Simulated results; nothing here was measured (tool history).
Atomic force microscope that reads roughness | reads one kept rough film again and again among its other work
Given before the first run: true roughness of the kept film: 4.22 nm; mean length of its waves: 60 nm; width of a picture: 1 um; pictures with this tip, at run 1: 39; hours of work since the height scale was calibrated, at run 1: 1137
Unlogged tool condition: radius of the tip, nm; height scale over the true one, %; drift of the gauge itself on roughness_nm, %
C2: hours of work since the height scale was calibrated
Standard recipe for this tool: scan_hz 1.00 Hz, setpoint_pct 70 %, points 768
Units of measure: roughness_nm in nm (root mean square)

run 1 hour=0.0 | scan_hz=1.00 setpoint_pct=70 points=768 | pictures_with_this_tip=39 C2=1137 | roughness_nm=3.805
run 2 hour=19.7 | scan_hz=1.00 setpoint_pct=70 points=768 | pictures_with_this_tip=70 C2=1151 | roughness_nm=3.721
-- hour=22.4 new tip fitted
run 3 hour=55.6 | scan_hz=1.00 setpoint_pct=70 points=768 | pictures_with_this_tip=52 C2=1174 | roughness_nm=3.763
-- hour=71.4 new tip fitted
run 4 hour=85.4 | scan_hz=1.00 setpoint_pct=71 points=768 | pictures_with_this_tip=22 C2=1194 | roughness_nm=3.798
-- hour=119.7 new tip fitted
run 5 hour=124.2 | scan_hz=1.00 setpoint_pct=61 points=768 | pictures_with_this_tip=6 C2=1220 | roughness_nm=3.941
run 6 hour=151.0 | scan_hz=2.57 setpoint_pct=70 points=663 | pictures_with_this_tip=48 C2=1238 | roughness_nm=3.514
-- hour=154.1 height scale calibrated on a step standard
-- hour=169.0 new tip fitted
run 7 hour=179.5 | scan_hz=1.50 setpoint_pct=81 points=259 | pictures_with_this_tip=17 C2=17 | roughness_nm=3.566
run 8 hour=213.6 | scan_hz=0.50 setpoint_pct=86 points=272 | pictures_with_this_tip=70 C2=40 | roughness_nm=3.669
-- hour=216.1 new tip fitted
run 9 hour=249.7 | scan_hz=1.64 setpoint_pct=80 points=1005 | pictures_with_this_tip=53 C2=64 | roughness_nm=3.459
-- hour=262.6 height scale calibrated on a step standard, once more
-- hour=266.4 new tip fitted
run 10 hour=282.4 | scan_hz=1.47 setpoint_pct=56 points=331 | pictures_with_this_tip=25 C2=13 | roughness_nm=3.918

4 ways to go on from here, each from the tool as it stands after run 10. What would each give?
-- hour=316.4 new tip fitted
run A hour=316.5 | scan_hz=0.55 setpoint_pct=78 points=343 | pictures_with_this_tip=0 C2=36 | roughness_nm=?
-- hour=316.4 new tip fitted
run B hour=316.5 | scan_hz=2.27 setpoint_pct=72 points=636 | pictures_with_this_tip=0 C2=36 | roughness_nm=?
-- hour=316.4 new tip fitted
run C hour=316.5 | scan_hz=1.58 setpoint_pct=56 points=331 | pictures_with_this_tip=0 C2=36 | roughness_nm=?
-- hour=316.4 new tip fitted
run D hour=316.5 | scan_hz=1.47 setpoint_pct=68 points=260 | pictures_with_this_tip=0 C2=36 | roughness_nm=?

run=A roughness_nm=3.895
run=B roughness_nm=3.633
run=C roughness_nm=3.978
run=D roughness_nm=3.839
Without the tool's unlogged condition, the same runs would have read:
run=A roughness_nm=3.895
run=B roughness_nm=3.634
run=C roughness_nm=3.979
run=D roughness_nm=3.840

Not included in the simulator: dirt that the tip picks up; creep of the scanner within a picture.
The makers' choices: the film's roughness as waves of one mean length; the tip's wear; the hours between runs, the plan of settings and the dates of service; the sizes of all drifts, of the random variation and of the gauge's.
